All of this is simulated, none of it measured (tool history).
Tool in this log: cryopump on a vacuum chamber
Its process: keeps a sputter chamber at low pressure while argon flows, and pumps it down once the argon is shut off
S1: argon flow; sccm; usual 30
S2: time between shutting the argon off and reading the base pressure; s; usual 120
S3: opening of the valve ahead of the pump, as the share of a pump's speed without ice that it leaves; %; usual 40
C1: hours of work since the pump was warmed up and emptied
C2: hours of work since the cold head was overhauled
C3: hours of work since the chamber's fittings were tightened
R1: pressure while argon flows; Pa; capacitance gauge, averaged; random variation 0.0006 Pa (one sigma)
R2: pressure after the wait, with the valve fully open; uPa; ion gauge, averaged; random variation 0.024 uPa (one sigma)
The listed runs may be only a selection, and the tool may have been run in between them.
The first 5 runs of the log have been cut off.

| run | day | S1 | S2 | S3 | C1 | C2 | C3 | R1 | R2 |
|---|---|---|---|---|---|---|---|---|---|
| 6 | 6.571 | 30 | 120 | 41 | 511 | 1156 | 1860 | 0.0890 | 1.29 |
| 7 | 7.758 | 30 | 120 | 41 | 533 | 1178 | 1882 | 0.0888 | 1.26 |
| 8 | 9.112 | 30 | 120 | 41 | 558 | 1203 | 1907 | 0.0899 | 1.30 |
|  | 10.862 | pump warmed up, emptied and cooled again |
| 9 | 10.908 | 30 | 120 | 41 | 1 | 1232 | 1937 | 0.0795 | 1.09 |
| 10 | 12.567 | 30 | 120 | 41 | 31 | 1263 | 1967 | 0.0796 | 1.11 |
| 11 | 13.475 | 30 | 120 | 41 | 48 | 1280 | 1984 | 0.0793 | 1.12 |
| 12 | 14.683 | 30 | 120 | 41 | 71 | 1302 | 2007 | 0.0800 | 1.08 |
| 13 | 15.900 | 30 | 120 | 41 | 93 | 1325 | 2029 | 0.0813 | 1.16 |
| 14 | 17.446 | 30 | 120 | 40 | 122 | 1353 | 2058 | 0.0831 | 1.17 |
| 15 | 18.417 | 33 | 120 | 40 | 140 | 1371 | 2076 | 0.0919 | 1.12 |
| 16 | 19.858 | 33 | 120 | 40 | 166 | 1398 | 2102 | 0.0913 | 1.16 |
| 17 | 21.138 | 13 | 29 | 44 | 190 | 1421 | 2126 | 0.0328 | 3.13 |
| 18 | 22.425 | 15 | 37 | 53 | 214 | 1445 | 2150 | 0.0322 | 2.61 |
| 19 | 24.067 | 30 | 27 | 46 | 244 | 1476 | 2180 | 0.0748 | 3.40 |
| 20 | 25.858 | 28 | 110 | 23 | 277 | 1509 | 2213 | 0.1355 | 1.25 |
| 21 | 27.496 | 30 | 120 | 51 | 307 | 1539 | 2243 | 0.0694 | 1.27 |
| 22 | 28.946 | 13 | 110 | 51 | 334 | 1566 | 2270 | 0.0304 | 1.30 |
| 23 | 30.079 | 12 | 74 | 19 | 355 | 1587 | 2291 | 0.0699 | 1.61 |

Run 24 has not been measured yet. What should we expect?
| 24 | 31.671 | 19 | 46 | 46 | 385 | 1616 | 2321 | ? | ? |

Run 24 came out at R1 0.0504 Pa, R2 2.32 uPa.
Had the tool carried no hidden state, the very same run would have given R1 0.0457 Pa, R2 1.87 uPa.
